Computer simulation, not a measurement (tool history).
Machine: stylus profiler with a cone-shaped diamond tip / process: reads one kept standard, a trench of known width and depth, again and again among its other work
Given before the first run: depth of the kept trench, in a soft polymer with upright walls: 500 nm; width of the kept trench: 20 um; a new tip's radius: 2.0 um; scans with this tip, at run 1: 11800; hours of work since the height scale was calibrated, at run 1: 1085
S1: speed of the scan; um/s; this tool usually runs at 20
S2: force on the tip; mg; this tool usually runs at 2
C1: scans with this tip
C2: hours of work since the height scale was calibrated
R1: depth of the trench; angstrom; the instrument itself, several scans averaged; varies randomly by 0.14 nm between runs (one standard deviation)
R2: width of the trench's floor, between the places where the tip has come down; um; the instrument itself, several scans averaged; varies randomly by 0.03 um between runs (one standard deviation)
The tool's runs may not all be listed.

run     day  S1    S2     C1    C2      R1     R2
  1       0  20     2  11800  1085  5064.8  16.25
  2   1.033  20     2  11999  1103  5065.3  16.22
  3   2.396  20  3.01  12260  1127  5076.5   16.2
  4   3.688  20     2  12508  1150  5066.8  16.23
  5   4.962  20     2  12753  1172  5067.5  16.16
  6   5.792  20     2  12912  1187  5067.1  16.16
  7   7.112  20     2  13166  1210  5066.8  16.14
  8   8.046  40     2  13345  1227  5069.5  16.03
  9   9.371  20  1.23  13600  1250  5057.8  16.12
 10   9.958  20     2  13712  1261  5066.7  16.12
 11  11.242  20     2  13958  1283  5072.4  16.04
 12  12.275  20     2  14157  1301  5070.4  16.06
 13  13.017  20     2  14300  1315  5073.2  16.06
 14  14.258  20  2.43  14538  1336  5075.6  16.04
 15    15.6  20     2  14796  1360  5073.1  16.05
 16  16.979  20     2  15060  1384  5072.3     16
 17  18.104  20     2  15277  1404  5071.2  16.01
 18  18.717   8     2  15394  1415  5071.6  15.97
 19   19.75   8     2  15593  1433  5071.6  16.02
 20  20.517   8     2  15740  1447  5074.2     16
 21  21.238   5  1.38  15878  1460  5065.1  16.02
 22  21.821  69  2.36  15991  1470  5077.9  15.81
 23  22.838  69  2.36  16186  1488  5079.2  15.75
 24  23.475   6  3.03  16308  1499  5087.6  15.99
 25  24.771   6  3.03  16557  1522  5088.4  15.94
 26  25.912   6  3.03  16776  1542    5088  15.95
 27  27.125  15  3.03  17009  1564  5088.5  15.88
 28  28.204  43  2.31  17216  1583  5081.6  15.78
 29  28.904  66  1.35  17351  1595  5069.2  15.61
 30  30.088  66  3.67  17578  1616  5094.6  15.76
 31  31.442  18   1.7  17838  1640  5074.4  15.82
 32  32.162  18   1.7  17977  1653  5074.8  15.83
 33  32.725  16  2.25  18085  1663  5083.7  15.82
 34  33.296  16  2.25  18194  1673  5082.3  15.85
 35  34.096  22  1.09  18348  1687  5064.8  15.74
 36  34.833   6  2.27  18490  1700  5083.8  15.88
 37  35.621  22  2.14  18640  1714  5081.5  15.79
 38  36.546  22  2.14  18818  1730  5082.3  15.73
 39  37.462  20  1.33  18994  1746  5072.5  15.76
 40  38.779   9  2.14  19247  1769  5086.3  15.72

3 ways to go on from here, each from the tool as it stands after run 40. What would each give?
  A  40.158   6  1.51  19511  1794   ?   ?
  B  40.158  34   0.9  19511  1794   ?   ?
  C  40.158  38  2.73  19511  1794   ?   ?

run      R1     R2
  A  5078.4  15.75
  B  5065.7  15.59
  C  5088.6  15.65
Without the tool's unlogged condition, the same runs would have read:
run      R1     R2
  A  5035.4  17.31
  B  5022.8  17.15
  C  5045.5  17.21
